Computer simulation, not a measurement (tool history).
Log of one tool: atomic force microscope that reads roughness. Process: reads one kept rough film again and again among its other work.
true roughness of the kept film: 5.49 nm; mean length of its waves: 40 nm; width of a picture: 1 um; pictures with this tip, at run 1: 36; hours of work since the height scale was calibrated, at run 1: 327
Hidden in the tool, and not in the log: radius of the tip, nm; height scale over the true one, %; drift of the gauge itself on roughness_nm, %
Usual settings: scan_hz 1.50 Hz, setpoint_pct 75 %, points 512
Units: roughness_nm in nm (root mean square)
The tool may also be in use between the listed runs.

run,hour,scan_hz,setpoint_pct,points,pictures with this tip,hours of work since the height scale was calibrated,roughness_nm
1,0.0,1.50,75,512,36,327,4.367
2,48.0,1.50,75,512,109,351,3.861
# hour 65.2: new tip fitted
3,92.1,1.50,75,512,40,374,4.274
4,133.7,1.08,75,512,104,395,3.989
# hour 156.7: new tip fitted
5,178.9,1.50,75,344,34,418,4.296
6,219.8,1.50,75,344,96,439,3.895
# hour 246.6: new tip fitted
7,254.4,0.68,75,512,12,456,4.683
8,284.6,1.50,75,512,57,472,4.187
9,315.0,1.50,81,512,104,487,3.737
# hour 334.9: new tip fitted
10,362.3,1.50,81,512,42,511,4.031
11,389.9,1.50,81,512,84,525,3.824
# hour 424.2: new tip fitted
12,442.3,1.50,81,512,28,552,4.135
13,487.6,1.50,81,512,96,575,3.705
14,510.4,1.50,69,512,131,587,3.798
# hour 515.2: new tip fitted
15,548.8,1.50,69,512,51,606,4.289
16,591.8,1.50,69,512,116,628,3.925
# hour 603.2: new tip fitted
17,623.6,1.50,63,512,32,644,4.529
18,669.3,1.46,62,512,101,667,4.113
# hour 690.6: new tip fitted
19,716.8,2.02,62,376,39,691,4.397
20,759.4,2.02,62,376,104,713,4.046
# hour 763.1: height scale calibrated on a step standard
# hour 779.8: new tip fitted
21,801.1,2.65,85,562,32,19,3.511
22,835.6,1.15,68,332,85,37,4.131
# hour 848.6: height scale calibrated on a step standard, once more
23,865.4,1.15,68,332,128,9,3.968
# hour 869.5: new tip fitted
24,919.9,0.83,75,512,76,36,4.233
# hour 958.6: new tip fitted
25,967.7,0.83,75,512,14,60,4.678
26,1018.6,0.63,74,272,92,86,4.215
# hour 1046.6: new tip fitted
27,1046.6,1.11,76,791,0,101,4.669
28,1101.3,1.11,58,917,83,128,4.372
29,1124.8,1.50,78,512,119,141,3.751
# hour 1136.4: new tip fitted
30,1177.1,3.32,79,512,62,167,3.505
31,1207.2,3.32,79,512,108,182,3.242

3 ways to go on from here, each from the tool as it stands after run 31. What would each give?
# hour 1225.0: new tip fitted
A,1241.8,1.00,80,555,25,200,?
# hour 1225.0: new tip fitted
B,1241.8,0.72,88,260,25,200,?
# hour 1225.0: new tip fitted
C,1241.8,1.50,64,512,25,200,?

run,roughness_nm
A,4.459
B,4.360
C,4.567
Without the tool's hidden state the same runs would have given:
run,roughness_nm
A,4.686
B,4.582
C,4.800
